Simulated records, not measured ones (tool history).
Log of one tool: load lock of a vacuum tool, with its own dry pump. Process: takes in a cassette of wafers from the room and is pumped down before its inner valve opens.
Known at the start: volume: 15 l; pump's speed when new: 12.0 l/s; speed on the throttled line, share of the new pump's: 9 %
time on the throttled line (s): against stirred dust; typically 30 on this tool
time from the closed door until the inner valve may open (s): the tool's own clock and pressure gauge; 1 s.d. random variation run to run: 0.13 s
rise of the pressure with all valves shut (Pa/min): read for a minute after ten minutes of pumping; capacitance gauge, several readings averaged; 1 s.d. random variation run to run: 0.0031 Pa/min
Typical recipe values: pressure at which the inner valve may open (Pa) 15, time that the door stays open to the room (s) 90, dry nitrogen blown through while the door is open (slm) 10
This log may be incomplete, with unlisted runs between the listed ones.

| run | hour | time on the throttled line (s) | pressure at which the inner valve may open (Pa) | time that the door stays open to the room (s) | dry nitrogen blown through while the door is open (slm) | incoming humidity of the room's air, % | time from the closed door until the inner valve may open (s) | rise of the pressure with all valves shut (Pa/min) |
|---|---|---|---|---|---|---|---|---|
| 1 | 0.0 | 30 | 15 | 90 | 10 | 43.3 | 38.7 | 0.397 |
| 2 | 252.6 | 30 | 15 | 90 | 10 | 44.3 | 38.8 | 0.424 |
| 3 | 518.5 | 30 | 15 | 90 | 10 | 45.4 | 38.7 | 0.435 |
| 4 | 985.9 | 30 | 15 | 90 | 10 | 41.9 | 38.8 | 0.447 |
| 5 | 1381.1 | 30 | 15 | 90 | 10 | 45.4 | 38.9 | 0.495 |
| 6 | 1636.8 | 30 | 15 | 90 | 10 | 44.0 | 38.9 | 0.490 |
| 7 | 1929.8 | 30 | 15 | 90 | 10 | 45.2 | 38.8 | 0.521 |
| 8 | 2347.7 | 30 | 15 | 90 | 37 | 38.9 | 38.9 | 0.513 |
| 9 | 2595.5 | 30 | 15 | 90 | 10 | 46.4 | 38.8 | 0.570 |
| 10 | 2898.6 | 30 | 15 | 90 | 10 | 43.9 | 38.9 | 0.571 |
| 11 | 3326.4 | 30 | 15 | 90 | 10 | 45.5 | 39.0 | 0.611 |
| 12 | 3529.3 | 30 | 15 | 90 | 10 | 43.9 | 38.8 | 0.613 |
| 13 | 3780.2 | 30 | 15 | 90 | 10 | 42.7 | 39.1 | 0.629 |
| 14 | 4083.2 | 30 | 17 | 90 | 10 | 45.8 | 38.8 | 0.663 |
|  | 4265.9 | door's seal changed, seat wiped |
| 15 | 4403.5 | 30 | 17 | 90 | 10 | 44.4 | 38.8 | 0.072 |
| 16 | 4820.4 | 30 | 17 | 90 | 10 | 46.1 | 38.8 | 0.087 |
| 17 | 5240.7 | 30 | 17 | 90 | 10 | 46.8 | 38.7 | 0.087 |
| 18 | 5498.5 | 30 | 17 | 90 | 10 | 47.4 | 38.9 | 0.097 |
| 19 | 5856.8 | 18 | 15 | 90 | 10 | 45.6 | 28.2 | 0.100 |
| 20 | 6101.4 | 18 | 10 | 47 | 18 | 45.1 | 28.8 | 0.079 |
| 21 | 6503.5 | 30 | 15 | 94 | 10 | 44.5 | 39.3 | 0.114 |
| 22 | 6736.3 | 30 | 15 | 90 | 8 | 45.7 | 39.0 | 0.124 |
| 23 | 7140.0 | 30 | 15 | 90 | 28 | 41.0 | 39.2 | 0.109 |
| 24 | 7559.1 | 19 | 15 | 90 | 10 | 45.0 | 29.4 | 0.141 |
| 25 | 7885.5 | 21 | 18 | 90 | 10 | 45.2 | 30.7 | 0.153 |
| 26 | 8372.1 | 20 | 15 | 90 | 28 | 43.1 | 30.3 | 0.141 |
| 27 | 8686.8 | 30 | 18 | 90 | 8 | 46.6 | 39.0 | 0.181 |
| 28 | 9038.2 | 30 | 18 | 90 | 8 | 41.3 | 39.1 | 0.190 |
| 29 | 9387.2 | 30 | 18 | 90 | 8 | 46.9 | 39.0 | 0.198 |
| 30 | 9835.0 | 30 | 18 | 90 | 8 | 47.1 | 38.8 | 0.222 |
| 31 | 10263.2 | 29 | 15 | 32 | 19 | 46.7 | 38.3 | 0.189 |
| 32 | 10524.4 | 29 | 15 | 32 | 19 | 45.7 | 38.4 | 0.199 |
| 33 | 10794.0 | 17 | 14 | 90 | 7 | 44.0 | 27.9 | 0.251 |
| 34 | 11087.6 | 17 | 18 | 90 | 7 | 45.6 | 27.5 | 0.275 |
| 35 | 11325.2 | 30 | 14 | 90 | 9 | 45.3 | 39.6 | 0.272 |
| 36 | 11639.5 | 30 | 14 | 90 | 9 | 48.3 | 39.7 | 0.294 |
| 37 | 11898.0 | 30 | 14 | 90 | 9 | 46.4 | 39.5 | 0.304 |

Consider 3 possible next runs. They are alternatives, not a sequence: every one starts from the tool as it was left by run 37. What does each give?
| A | 12319.2 | 30 | 13 | 46 | 9 | 46.7 | ? | ? |
| B | 12319.2 | 18 | 25 | 90 | 38 | 43.0 | ? | ? |
| C | 12319.2 | 46 | 15 | 90 | 10 | 45.8 | ? | ? |

| run | time from the closed door until the inner valve may open (s) | rise of the pressure with all valves shut (Pa/min) |
|---|---|---|
| A | 39.8 | 0.301 |
| B | 27.8 | 0.292 |
| C | 54.0 | 0.325 |
With the hidden condition removed and each run's random variation left untouched, the same runs would have given:
| run | time from the closed door until the inner valve may open (s) | rise of the pressure with all valves shut (Pa/min) |
|---|---|---|
| A | 38.8 | 0.050 |
| B | 26.8 | 0.040 |
| C | 53.1 | 0.075 |

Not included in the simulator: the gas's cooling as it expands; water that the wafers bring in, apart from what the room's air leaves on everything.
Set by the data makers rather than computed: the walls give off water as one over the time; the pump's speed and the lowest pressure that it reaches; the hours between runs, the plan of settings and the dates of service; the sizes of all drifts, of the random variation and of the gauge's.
